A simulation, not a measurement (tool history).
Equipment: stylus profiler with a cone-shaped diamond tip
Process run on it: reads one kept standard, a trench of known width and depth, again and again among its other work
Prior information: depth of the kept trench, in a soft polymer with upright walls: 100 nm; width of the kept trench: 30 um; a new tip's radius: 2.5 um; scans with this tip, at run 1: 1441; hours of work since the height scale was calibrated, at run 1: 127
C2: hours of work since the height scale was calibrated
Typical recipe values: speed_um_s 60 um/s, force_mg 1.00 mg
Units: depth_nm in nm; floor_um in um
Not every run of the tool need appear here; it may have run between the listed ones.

run 1 day=0.000 | speed_um_s=60 force_mg=1.00 | scans_with_this_tip=1441 C2=127 | depth_nm=100.95 floor_um=28.23
run 2 day=1.533 | speed_um_s=61 force_mg=1.00 | scans_with_this_tip=1720 C2=152 | depth_nm=100.93 floor_um=28.25
run 3 day=2.658 | speed_um_s=60 force_mg=1.53 | scans_with_this_tip=1924 C2=170 | depth_nm=101.25 floor_um=28.27
run 4 day=4.204 | speed_um_s=60 force_mg=1.00 | scans_with_this_tip=2205 C2=195 | depth_nm=100.92 floor_um=28.21
run 5 day=5.696 | speed_um_s=60 force_mg=1.00 | scans_with_this_tip=2476 C2=219 | depth_nm=100.94 floor_um=28.24
run 6 day=6.946 | speed_um_s=60 force_mg=1.00 | scans_with_this_tip=2703 C2=239 | depth_nm=100.92 floor_um=28.23
run 7 day=7.871 | speed_um_s=60 force_mg=1.00 | scans_with_this_tip=2871 C2=254 | depth_nm=100.93 floor_um=28.19
run 8 day=8.554 | speed_um_s=30 force_mg=1.00 | scans_with_this_tip=2995 C2=265 | depth_nm=100.92 floor_um=28.41
run 9 day=10.100 | speed_um_s=30 force_mg=1.00 | scans_with_this_tip=3276 C2=290 | depth_nm=100.93 floor_um=28.42
run 10 day=11.238 | speed_um_s=30 force_mg=1.00 | scans_with_this_tip=3483 C2=308 | depth_nm=100.94 floor_um=28.40
run 11 day=12.700 | speed_um_s=60 force_mg=1.00 | scans_with_this_tip=3749 C2=331 | depth_nm=100.91 floor_um=28.18
run 12 day=14.050 | speed_um_s=28 force_mg=1.00 | scans_with_this_tip=3994 C2=353 | depth_nm=100.93 floor_um=28.49
run 13 day=14.892 | speed_um_s=28 force_mg=1.00 | scans_with_this_tip=4147 C2=367 | depth_nm=100.93 floor_um=28.37
run 14 day=16.154 | speed_um_s=28 force_mg=0.46 | scans_with_this_tip=4376 C2=387 | depth_nm=100.58 floor_um=28.35
run 15 day=17.425 | speed_um_s=28 force_mg=0.46 | scans_with_this_tip=4607 C2=407 | depth_nm=100.55 floor_um=28.35
run 16 day=18.458 | speed_um_s=60 force_mg=1.00 | scans_with_this_tip=4795 C2=424 | depth_nm=100.94 floor_um=28.21
run 17 day=19.921 | speed_um_s=60 force_mg=1.00 | scans_with_this_tip=5060 C2=447 | depth_nm=100.95 floor_um=28.18
run 18 day=20.596 | speed_um_s=60 force_mg=1.00 | scans_with_this_tip=5183 C2=458 | depth_nm=100.92 floor_um=28.22
run 19 day=21.579 | speed_um_s=60 force_mg=1.00 | scans_with_this_tip=5362 C2=474 | depth_nm=100.91 floor_um=28.19
run 20 day=22.408 | speed_um_s=60 force_mg=1.00 | scans_with_this_tip=5512 C2=487 | depth_nm=100.95 floor_um=28.18
run 21 day=23.688 | speed_um_s=60 force_mg=1.00 | scans_with_this_tip=5745 C2=508 | depth_nm=100.89 floor_um=28.22
run 22 day=24.867 | speed_um_s=60 force_mg=1.00 | scans_with_this_tip=5960 C2=527 | depth_nm=100.93 floor_um=28.18
run 23 day=25.821 | speed_um_s=37 force_mg=0.35 | scans_with_this_tip=6133 C2=542 | depth_nm=100.50 floor_um=28.16
run 24 day=27.196 | speed_um_s=46 force_mg=1.51 | scans_with_this_tip=6383 C2=564 | depth_nm=101.21 floor_um=28.36
run 25 day=28.525 | speed_um_s=18 force_mg=1.66 | scans_with_this_tip=6624 C2=585 | depth_nm=101.32 floor_um=28.44
run 26 day=29.808 | speed_um_s=18 force_mg=1.66 | scans_with_this_tip=6858 C2=606 | depth_nm=101.30 floor_um=28.42
run 27 day=30.712 | speed_um_s=47 force_mg=1.66 | scans_with_this_tip=7021 C2=621 | depth_nm=101.33 floor_um=28.32
run 28 day=31.917 | speed_um_s=133 force_mg=2.05 | scans_with_this_tip=7240 C2=640 | depth_nm=101.48 floor_um=27.93
run 29 day=33.071 | speed_um_s=133 force_mg=2.05 | scans_with_this_tip=7450 C2=658 | depth_nm=101.52 floor_um=27.99
run 30 day=33.962 | speed_um_s=201 force_mg=0.35 | scans_with_this_tip=7612 C2=673 | depth_nm=100.46 floor_um=26.36
run 31 day=35.221 | speed_um_s=62 force_mg=1.22 | scans_with_this_tip=7841 C2=693 | depth_nm=101.07 floor_um=28.22
run 32 day=36.354 | speed_um_s=62 force_mg=1.22 | scans_with_this_tip=8047 C2=711 | depth_nm=101.07 floor_um=28.22
run 33 day=37.488 | speed_um_s=26 force_mg=2.03 | scans_with_this_tip=8253 C2=729 | depth_nm=101.49 floor_um=28.45
run 34 day=38.212 | speed_um_s=38 force_mg=0.85 | scans_with_this_tip=8385 C2=741 | depth_nm=100.85 floor_um=28.28
run 35 day=39.104 | speed_um_s=19 force_mg=0.37 | scans_with_this_tip=8546 C2=755 | depth_nm=100.48 floor_um=28.41
run 36 day=40.321 | speed_um_s=19 force_mg=0.37 | scans_with_this_tip=8767 C2=775 | depth_nm=100.48 floor_um=28.41
run 37 day=41.912 | speed_um_s=19 force_mg=0.37 | scans_with_this_tip=9056 C2=800 | depth_nm=100.50 floor_um=28.37
run 38 day=43.429 | speed_um_s=19 force_mg=0.37 | scans_with_this_tip=9332 C2=825 | depth_nm=100.49 floor_um=28.40
run 39 day=44.662 | speed_um_s=179 force_mg=2.15 | scans_with_this_tip=9556 C2=845 | depth_nm=101.58 floor_um=27.80
-- day=45.258 new tip fitted, height scale calibrated
run 40 day=46.296 | speed_um_s=103 force_mg=2.15 | scans_with_this_tip=189 C2=17 | depth_nm=101.57 floor_um=28.13
run 41 day=46.950 | speed_um_s=103 force_mg=2.15 | scans_with_this_tip=308 C2=27 | depth_nm=101.55 floor_um=28.19
run 42 day=48.325 | speed_um_s=82 force_mg=1.25 | scans_with_this_tip=558 C2=49 | depth_nm=101.08 floor_um=28.09
run 43 day=49.396 | speed_um_s=19 force_mg=2.01 | scans_with_this_tip=753 C2=66 | depth_nm=101.48 floor_um=28.56

4 options for the next run, each taken on its own from the tool as it stands now. Forecast them:
run A day=50.267 | speed_um_s=29 force_mg=2.75 | scans_with_this_tip=910 C2=80 | depth_nm=? floor_um=?
run B day=50.267 | speed_um_s=150 force_mg=1.94 | scans_with_this_tip=910 C2=80 | depth_nm=? floor_um=?
run C day=50.267 | speed_um_s=123 force_mg=2.01 | scans_with_this_tip=910 C2=80 | depth_nm=? floor_um=?
run D day=50.267 | speed_um_s=21 force_mg=1.47 | scans_with_this_tip=910 C2=80 | depth_nm=? floor_um=?

run=A depth_nm=101.82 floor_um=28.53
run=B depth_nm=101.46 floor_um=27.87
run=C depth_nm=101.47 floor_um=28.00
run=D depth_nm=101.21 floor_um=28.44
The same runs, with their run-to-run variation unchanged, on a tool lacking any hidden condition would have given:
run=A depth_nm=101.82 floor_um=28.53
run=B depth_nm=101.46 floor_um=27.87
run=C depth_nm=101.47 floor_um=28.00
run=D depth_nm=101.21 floor_um=28.45

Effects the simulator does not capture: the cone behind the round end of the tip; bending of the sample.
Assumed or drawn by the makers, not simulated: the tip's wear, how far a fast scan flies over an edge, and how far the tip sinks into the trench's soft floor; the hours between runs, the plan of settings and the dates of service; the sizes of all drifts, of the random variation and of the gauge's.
